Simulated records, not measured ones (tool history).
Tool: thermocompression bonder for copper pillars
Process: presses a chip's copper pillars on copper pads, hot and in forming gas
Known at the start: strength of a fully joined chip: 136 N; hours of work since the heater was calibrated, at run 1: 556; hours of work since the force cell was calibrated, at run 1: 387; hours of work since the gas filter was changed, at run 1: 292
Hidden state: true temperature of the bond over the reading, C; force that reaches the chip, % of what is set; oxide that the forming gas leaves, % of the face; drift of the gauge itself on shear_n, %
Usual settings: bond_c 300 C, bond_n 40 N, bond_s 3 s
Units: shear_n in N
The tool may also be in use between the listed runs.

run     day  bond_c  bond_n  bond_s  hours of work since the heater was calibrated  hours of work since the force cell was calibrated  hours of work since the gas filter was changed  shear_n
  1       0     300      40       3                                            556                                                387                                             292     57.8
  2   0.725     300      40       3                                            568                                                398                                             303     58.1
  3   1.258     300      40       3                                            576                                                406                                             312     58.4
  4   1.646     300      40       3                                            582                                                412                                             318     56.7
  5   2.417     300      40       3                                            594                                                425                                             330     56.2
  6   2.929     300      40       3                                            602                                                433                                             338     56.2
  7   3.446     309      40       3                                            610                                                441                                             346     61.9
  8   4.096     309      40       3                                            620                                                451                                             356     62.7
  9   4.575     300      40       5                                            628                                                458                                             364     68.3
 10   5.033     300      40       5                                            635                                                465                                             371       68
 11   5.579     300      40       5                                            644                                                474                                             379       69
 12   6.321     300      40       5                                            655                                                486                                             391     69.1
 13   7.104     300      40       5                                            668                                                498                                             403       67
 14   7.842     294      40       3                                            679                                                509                                             415     52.2
 15   8.642     300      40       3                                            692                                                522                                             427     56.9
 16   9.358     300      40       3                                            703                                                533                                             438     56.4
 17   9.867     300      40       3                                            711                                                541                                             446       56
 18  10.483     300      40       3                                            720                                                551                                             456     55.2
 19  11.079     300      40       3                                            730                                                560                                             465     55.8
 20  11.579     286      40       3                                            738                                                568                                             473     47.2
     11.842  -- heater calibrated with a thermocouple chip
 21  12.433     283      28       3                                              9                                                580                                             485     31.3
 22  12.854     283      28       6                                             16                                                586                                             492     42.3
     13.392  -- forming gas filter changed
 23  13.475     319      44       2                                             25                                                596                                               1     73.3
     13.583  -- force cell calibrated
 24  14.233     319      44       2                                             36                                                 10                                              12     74.4
 25  14.904     293      58       2                                             47                                                 21                                              23     78.2
 26  15.679     287      31       5                                             59                                                 33                                              35     51.9
     15.938  -- force cell calibrated, once more
 27  16.367     287      31       2                                             69                                                  7                                              45     32.1
 28  16.742     282      59       4                                             74                                                 13                                              50     80.2
 29  17.358     282      59       4                                             84                                                 22                                              60     82.4
 30  18.204     285      29       8                                             97                                                 35                                              73     50.2
 31  18.971     299      40       3                                            109                                                 47                                              85     59.2
 32  19.854     299      40       3                                            123                                                 61                                              99     59.6
 33  20.583     300      53       3                                            134                                                 73                                             110     79.9
 34  21.275     300      25       4                                            145                                                 83                                             121     37.4
 35  21.667     300      48       3                                            151                                                 90                                             127     70.7
 36  22.208     305      31       3                                            160                                                 98                                             136       48
 37  22.758     305      31       3                                            168                                                107                                             145     46.8
 38  23.188     305      31       3                                            175                                                113                                             151     46.6
 39  23.575     312      40       3                                            181                                                119                                             157     68.7
 40  23.946     303      40       3                                            187                                                125                                             163     60.8

Hidden state at the last listed run before each entry between runs and at the first one after, where it differs:
Between runs 20 and 21: heater calibrated with a thermocouple chip (day 11.842)
  true temperature of the bond over the reading, C: -4.7 -> 0.6; force that reaches the chip, % of what is set: 105.3 -> 105.4; oxide that the forming gas leaves, % of the face: 7.73 -> 7.92
  measured less the result without the state, shear_n: -3.5 -> -0.1 N
Between runs 22 and 23: forming gas filter changed (day 13.392)
  true temperature of the bond over the reading, C: 0.6 -> 0.5; force that reaches the chip, % of what is set: 105.5 -> 105.6; oxide that the forming gas leaves, % of the face: 8.03 -> 0.65
  measured less the result without the state, shear_n: -0.3 -> +4.1 N
Between runs 23 and 24: force cell calibrated (day 13.583)
  true temperature of the bond over the reading, C: 0.5 -> 0.4; force that reaches the chip, % of what is set: 105.6 -> 108.5; oxide that the forming gas leaves, % of the face: 0.65 -> 0.8
  measured less the result without the state, shear_n: +4.1 -> +6 N
Between runs 26 and 27: force cell calibrated, once more (day 15.938)
  force that reaches the chip, % of what is set: 108.7 -> 100.1; oxide that the forming gas leaves, % of the face: 1.17 -> 1.31
  measured less the result without the state, shear_n: +4.7 -> -0.1 N
